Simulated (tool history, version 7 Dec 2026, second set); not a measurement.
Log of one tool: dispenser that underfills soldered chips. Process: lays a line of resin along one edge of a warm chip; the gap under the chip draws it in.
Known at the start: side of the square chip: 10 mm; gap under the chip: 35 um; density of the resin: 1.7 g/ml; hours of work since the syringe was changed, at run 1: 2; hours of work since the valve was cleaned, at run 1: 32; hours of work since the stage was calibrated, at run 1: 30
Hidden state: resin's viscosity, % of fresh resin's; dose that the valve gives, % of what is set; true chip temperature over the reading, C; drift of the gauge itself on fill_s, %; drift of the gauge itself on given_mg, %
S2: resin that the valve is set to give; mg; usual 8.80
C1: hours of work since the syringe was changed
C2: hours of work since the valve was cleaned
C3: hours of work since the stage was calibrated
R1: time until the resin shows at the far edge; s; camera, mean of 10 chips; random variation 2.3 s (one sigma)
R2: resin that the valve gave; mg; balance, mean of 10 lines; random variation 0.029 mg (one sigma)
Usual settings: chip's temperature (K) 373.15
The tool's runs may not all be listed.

{"run": 1, "day": 0.0, "chip's temperature (K)": 373.15, "S2": 8.8, "C1": 2, "C2": 32, "C3": 30, "R1": 240.0, "R2": 8.72}
{"run": 2, "day": 0.221, "chip's temperature (K)": 373.15, "S2": 8.8, "C1": 5, "C2": 35, "C3": 33, "R1": 285.3, "R2": 8.7}
{"day": 0.446, "done": "new syringe of resin"}
{"run": 3, "day": 0.533, "chip's temperature (K)": 373.15, "S2": 8.8, "C1": 1, "C2": 40, "C3": 38, "R1": 242.2, "R2": 8.64}
{"run": 4, "day": 0.733, "chip's temperature (K)": 373.15, "S2": 8.8, "C1": 4, "C2": 43, "C3": 41, "R1": 279.7, "R2": 8.65}
{"day": 0.808, "done": "dispensing valve cleaned and set on the balance"}
{"day": 1.042, "done": "new syringe of resin"}
{"run": 5, "day": 1.071, "chip's temperature (K)": 373.15, "S2": 8.8, "C1": 0, "C2": 4, "C3": 45, "R1": 227.7, "R2": 8.8}
{"run": 6, "day": 1.408, "chip's temperature (K)": 373.15, "S2": 8.8, "C1": 6, "C2": 9, "C3": 50, "R1": 287.7, "R2": 8.72}
{"day": 1.617, "done": "new syringe of resin"}
{"run": 7, "day": 1.783, "chip's temperature (K)": 373.15, "S2": 9.89, "C1": 3, "C2": 15, "C3": 56, "R1": 244.2, "R2": 9.84}
{"run": 8, "day": 2.025, "chip's temperature (K)": 372.15, "S2": 9.29, "C1": 6, "C2": 18, "C3": 60, "R1": 299.2, "R2": 9.16}
{"day": 2.179, "done": "new syringe of resin"}
{"run": 9, "day": 2.508, "chip's temperature (K)": 368.15, "S2": 7.5, "C1": 5, "C2": 26, "C3": 67, "R1": 331.3, "R2": 7.37}
{"day": 2.725, "done": "new syringe of resin"}
{"run": 10, "day": 2.921, "chip's temperature (K)": 381.15, "S2": 9.96, "C1": 3, "C2": 32, "C3": 73, "R1": 202.6, "R2": 9.8}
{"run": 11, "day": 3.175, "chip's temperature (K)": 381.15, "S2": 9.96, "C1": 7, "C2": 36, "C3": 77, "R1": 243.7, "R2": 9.77}
{"day": 3.288, "done": "new syringe of resin"}
{"run": 12, "day": 3.488, "chip's temperature (K)": 373.15, "S2": 9.59, "C1": 3, "C2": 40, "C3": 82, "R1": 261.6, "R2": 9.42}
{"day": 3.746, "done": "dispensing valve cleaned and set on the balance"}
{"day": 3.888, "done": "new syringe of resin"}
{"run": 13, "day": 3.917, "chip's temperature (K)": 373.15, "S2": 11.26, "C1": 0, "C2": 2, "C3": 87, "R1": 221.6, "R2": 11.29}

Forecast each of these 5 alternatives for the next run:
{"run": "A", "day": 4.312, "chip's temperature (K)": 379.15, "S2": 9.36, "C1": 7, "C2": 9, "C3": 94, "R1": "?", "R2": "?"}
{"run": "B", "day": 4.312, "chip's temperature (K)": 359.15, "S2": 9.24, "C1": 7, "C2": 9, "C3": 94, "R1": "?", "R2": "?"}
{"run": "C", "day": 4.312, "chip's temperature (K)": 381.15, "S2": 11.26, "C1": 7, "C2": 9, "C3": 94, "R1": "?", "R2": "?"}
{"run": "D", "day": 4.312, "chip's temperature (K)": 373.15, "S2": 8.1, "C1": 7, "C2": 9, "C3": 94, "R1": "?", "R2": "?"}
{"run": "E", "day": 4.312, "chip's temperature (K)": 361.15, "S2": 10.55, "C1": 7, "C2": 9, "C3": 94, "R1": "?", "R2": "?"}

run=A R1=251.0 R2=9.28
run=B R1=452.1 R2=9.19
run=C R1=229.3 R2=11.19
run=D R1=298.7 R2=8.03
run=E R1=413.7 R2=10.54
Without the tool's hidden state the same runs would have given:
run=A R1=193.0 R2=9.31
run=B R1=348.6 R2=9.23
run=C R1=176.4 R2=11.23
run=D R1=230.1 R2=8.06
run=E R1=319.1 R2=10.58
